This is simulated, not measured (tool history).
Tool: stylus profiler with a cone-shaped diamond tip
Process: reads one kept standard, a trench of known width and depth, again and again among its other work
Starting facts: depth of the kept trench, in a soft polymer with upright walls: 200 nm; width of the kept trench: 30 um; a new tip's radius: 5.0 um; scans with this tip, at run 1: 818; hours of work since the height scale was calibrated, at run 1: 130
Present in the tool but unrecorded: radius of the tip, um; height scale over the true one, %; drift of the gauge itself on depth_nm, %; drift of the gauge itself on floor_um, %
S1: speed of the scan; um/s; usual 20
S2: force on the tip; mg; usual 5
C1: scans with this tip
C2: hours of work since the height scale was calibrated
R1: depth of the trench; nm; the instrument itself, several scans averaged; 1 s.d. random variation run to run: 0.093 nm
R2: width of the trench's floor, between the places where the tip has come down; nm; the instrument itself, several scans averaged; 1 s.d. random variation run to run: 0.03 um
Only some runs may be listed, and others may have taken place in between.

run	day	S1	S2	C1	C2	R1	R2
1	0	20	5	818	130	202.88	26960
2	0.504	20	5	851	135	202.97	26970
3	1.175	20	5	895	142	202.98	26950
4	1.533	20	2.19	918	146	201.72	26960
5	2.308	20	2.19	969	154	201.63	26900
6	2.771	20	5	999	159	203.1	26920
7	3.488	20	5	1046	167	203.15	27010
8	4.067	20	2.67	1084	173	202	26930
9	4.546	20	4.08	1116	178	202.68	26930
10	5.162	12	4.08	1156	184	202.76	27010

For run 11, what comes out?
11	5.812	20	6.47	1198	191	?	?

{"run 11": {"R1": 203.76, "R2": 26970}}
Without the tool's hidden state the same run would have given R1 203.81 nm, R2 27130 nm.
